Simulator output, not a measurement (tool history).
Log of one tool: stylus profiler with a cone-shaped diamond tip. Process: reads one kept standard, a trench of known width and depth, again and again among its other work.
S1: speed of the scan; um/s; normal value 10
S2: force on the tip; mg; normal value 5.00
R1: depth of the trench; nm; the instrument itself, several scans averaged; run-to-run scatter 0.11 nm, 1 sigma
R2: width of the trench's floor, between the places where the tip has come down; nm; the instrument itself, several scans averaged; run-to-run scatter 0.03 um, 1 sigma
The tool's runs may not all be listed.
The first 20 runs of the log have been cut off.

Run 21, hour 229.5: usual settings but S1 7 um/s, S2 3.68 mg. Result: R1 509.96 nm, R2 14960 nm.
Run 22, hour 240.9: usual settings but S1 24 um/s, S2 2.31 mg. Result: R1 507.24 nm, R2 14880 nm.
Run 23, hour 249.4: usual settings but S1 17 um/s, S2 10.15 mg. Result: R1 520.62 nm, R2 14970 nm.
Run 24, hour 259.6: usual settings but S1 26 um/s, S2 3.54 mg. Result: R1 509.58 nm, R2 14900 nm.
Run 25, hour 265.7: usual settings but S1 19 um/s, S2 3.54 mg. Result: R1 509.79 nm, R2 14930 nm.
Run 26, hour 273.2: usual settings but S1 3 um/s, S2 6.67 mg. Result: R1 515.39 nm, R2 14960 nm.
Run 27, hour 285.5: usual settings but S1 3 um/s, S2 6.67 mg. Result: R1 515.45 nm, R2 14970 nm.
Run 28, hour 295.6: usual settings but S1 8 um/s, S2 11.11 mg. Result: R1 521.77 nm, R2 14990 nm.
Run 29, hour 309.5: usual settings but S1 14 um/s, S2 11.85 mg. Result: R1 522.67 nm, R2 14900 nm.
Run 30, hour 324.1: usual settings but S1 14 um/s, S2 4.63 mg. Result: R1 511.89 nm, R2 14830 nm.
Run 31, hour 331.9: usual settings but S1 3 um/s, S2 4.56 mg. Result: R1 511.69 nm, R2 14910 nm.
Run 32, hour 346.8: usual settings but S1 4 um/s. Result: R1 512.47 nm, R2 14910 nm.
Run 33, hour 358.9: usual settings but S1 14 um/s, S2 11.80 mg. Result: R1 522.54 nm, R2 14870 nm.
Run 34, hour 367.8: usual settings but S1 4 um/s, S2 2.75 mg. Result: R1 507.87 nm, R2 14860 nm.
Run 35, hour 381.0: usual settings but S1 4 um/s, S2 2.75 mg. Result: R1 507.86 nm, R2 14870 nm.

Each row is a separate what-if for the run after 35, all from the same tool condition, not one after another. Results?
Run A, hour 387.8: usual settings but S1 4 um/s, S2 12.66 mg. Result: R1 ?, R2 ?.
Run B, hour 387.8: usual settings but S1 3 um/s, S2 1.71 mg. Result: R1 ?, R2 ?.
Run C, hour 387.8: usual settings but S2 8.96 mg. Result: R1 ?, R2 ?.

run      R1     R2
  A  523.80  14830
  B  505.56  14850
  C  518.76  14820
What these runs would have given with no unlogged condition in the tool:
run      R1     R2
  A  524.80  15600
  B  506.51  15620
  C  519.75  15590
